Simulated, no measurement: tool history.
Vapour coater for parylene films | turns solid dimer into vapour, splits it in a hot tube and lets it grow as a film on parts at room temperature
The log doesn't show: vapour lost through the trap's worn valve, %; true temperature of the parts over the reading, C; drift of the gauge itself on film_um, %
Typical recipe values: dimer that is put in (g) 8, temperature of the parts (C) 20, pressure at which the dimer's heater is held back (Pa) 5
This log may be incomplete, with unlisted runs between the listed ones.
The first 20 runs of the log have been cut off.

| run | hour | dimer that is put in (g) | temperature of the parts (C) | pressure at which the dimer's heater is held back (Pa) | hours of work since the trap's valve was overhauled | hours of work since the table's thermometer was calibrated | thickness of the film (µm) |
|---|---|---|---|---|---|---|---|
| 21 | 575.9 | 12 | 16 | 3.86 | 107 | 1153 | 5.78 |
|  | 592.1 | trap's valve overhauled, once more |
| 22 | 611.8 | 12 | 16 | 3.86 | 10 | 1170 | 6.49 |
| 23 | 651.1 | 12 | 16 | 3.86 | 31 | 1190 | 6.53 |
| 24 | 679.8 | 12 | 16 | 3.86 | 46 | 1205 | 6.42 |
| 25 | 717.3 | 8 | 28 | 2.77 | 66 | 1225 | 3.37 |
| 26 | 752.4 | 6 | 25 | 2.77 | 84 | 1244 | 2.71 |
| 27 | 779.1 | 7 | 17 | 2.88 | 99 | 1258 | 3.81 |
| 28 | 820.3 | 3 | 13 | 2.88 | 120 | 1279 | 1.77 |
| 29 | 859.3 | 8 | 12 | 7.47 | 141 | 1300 | 4.19 |
| 30 | 884.7 | 5 | 31 | 7.47 | 154 | 1313 | 1.66 |
| 31 | 906.1 | 5 | 31 | 4.23 | 166 | 1325 | 1.82 |

Below are 4 alternative next runs, each starting from the tool's condition after run 31. Predict each:
| A | 931.8 | 5 | 24 | 2.63 | 179 | 1338 | ? |
| B | 931.8 | 5 | 30 | 5.74 | 179 | 1338 | ? |
| C | 931.8 | 5 | 20 | 4.23 | 179 | 1338 | ? |
| D | 931.8 | 8 | 20 | 5 | 179 | 1338 | ? |

| run | thickness of the film (µm) |
|---|---|
| A | 2.33 |
| B | 1.74 |
| C | 2.36 |
| D | 3.65 |
With no hidden state in the tool, these same runs would have given:
| run | thickness of the film (µm) |
|---|---|
| A | 2.35 |
| B | 1.75 |
| C | 2.38 |
| D | 3.68 |
